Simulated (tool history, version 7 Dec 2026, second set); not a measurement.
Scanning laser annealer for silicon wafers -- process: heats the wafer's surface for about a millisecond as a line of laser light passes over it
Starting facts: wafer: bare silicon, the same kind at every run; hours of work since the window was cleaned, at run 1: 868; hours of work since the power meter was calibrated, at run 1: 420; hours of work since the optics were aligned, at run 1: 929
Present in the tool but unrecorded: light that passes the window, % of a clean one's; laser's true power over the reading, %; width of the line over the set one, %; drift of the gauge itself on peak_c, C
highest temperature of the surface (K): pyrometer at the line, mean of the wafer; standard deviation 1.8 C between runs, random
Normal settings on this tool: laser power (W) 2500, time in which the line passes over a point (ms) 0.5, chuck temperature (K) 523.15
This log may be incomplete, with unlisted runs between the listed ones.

run     day  laser power (W)  time in which the line passes over a point (ms)  chuck temperature (K)  hours of work since the window was cleaned  hours of work since the power meter was calibrated  hours of work since the optics were aligned  highest temperature of the surface (K)
  1       0             2500                                              0.5                 523.15                                         868                                                 420                                          929                                 1195.15
  2   1.029             2575                                              0.5                 523.15                                         879                                                 431                                          940                                 1218.15
       1.95  -- window over the wafer cleaned
  3    2.05             2575                                              0.5                 523.15                                           1                                                 441                                          950                                 1247.15
  4   2.892             2500                                            0.414                 523.15                                          10                                                 450                                          959                                 1156.15
  5   3.621             2500                                            0.414                 523.15                                          18                                                 458                                          967                                 1159.15
  6   4.642             2500                                              0.5                 522.15                                          29                                                 469                                          977                                 1222.15
  7   5.417             2500                                              0.5                 522.15                                          37                                                 477                                          986                                 1226.15
  8   6.479             2500                                              0.5                 522.15                                          48                                                 489                                          997                                 1221.15
  9    7.45             2500                                              0.5                 562.15                                          59                                                 499                                         1007                                 1260.15
 10   8.083             2500                                              0.5                 562.15                                          65                                                 506                                         1014                                 1262.15
 11   8.604             2500                                            0.451                 523.15                                          71                                                 511                                         1020                                 1185.15
 12   9.417             2500                                            0.451                 523.15                                          79                                                 520                                         1028                                 1185.15
 13   9.958             2500                                            0.451                 523.15                                          85                                                 526                                         1034                                 1186.15
 14  10.546             2500                                            0.451                 523.15                                          92                                                 532                                         1040                                 1187.15
 15  11.296             2238                                            0.451                 523.15                                         100                                                 540                                         1048                                 1107.15
 16  12.446             2238                                            0.359                 523.15                                         112                                                 552                                         1060                                 1045.15
 17  13.104             2238                                            0.359                 523.15                                         119                                                 559                                         1068                                 1043.15
 18  14.125             2191                                            0.564                 550.15                                         130                                                 570                                         1078                                 1188.15
 19  15.046             2201                                            0.362                 534.15                                         139                                                 580                                         1088                                 1045.15
 20  15.983             2579                                            0.474                 534.15                                         149                                                 590                                         1098                                 1231.15
 21  16.962             2744                                            0.411                 506.15                                         160                                                 600                                         1109                                 1205.15
 22  17.675             2371                                            0.411                 506.15                                         167                                                 608                                         1116                                 1099.15
 23  18.796             2362                                              0.5                 538.15                                         179                                                 620                                         1128                                 1188.15
 24  19.508             2362                                              0.5                 538.15                                         187                                                 627                                         1136                                 1187.15
 25    20.1             2362                                              0.5                 538.15                                         193                                                 634                                         1142                                 1184.15
 26  20.983             2362                                              0.5                 538.15                                         203                                                 643                                         1151                                 1185.15
 27  22.112             2362                                              0.5                 538.15                                         215                                                 655                                         1163                                 1184.15
 28  23.229             2186                                            0.458                 497.15                                         227                                                 667                                         1175                                 1064.15

Here are 5 independent what-if runs from the current tool condition. What would each one return?
  A  23.808             2166                                            0.547                 524.15                                         233                                                 673                                         1182                                       ?
  B  23.808             2547                                             0.38                 506.15                                         233                                                 673                                         1182                                       ?
  C  23.808             2136                                            0.606                 508.15                                         233                                                 673                                         1182                                       ?
  D  23.808             2196                                            0.384                 499.15                                         233                                                 673                                         1182                                       ?
  E  23.808             2500                                            0.517                 523.15                                         233                                                 673                                         1182                                       ?

run  highest temperature of the surface (K)
  A                                 1138.15
  B                                 1120.15
  C                                 1143.15
  D                                 1021.15
  E                                 1225.15
With no hidden state in the tool, these same runs would have given:
run  highest temperature of the surface (K)
  A                                 1157.15
  B                                 1138.15
  C                                 1162.15
  D                                 1037.15
  E                                 1246.15
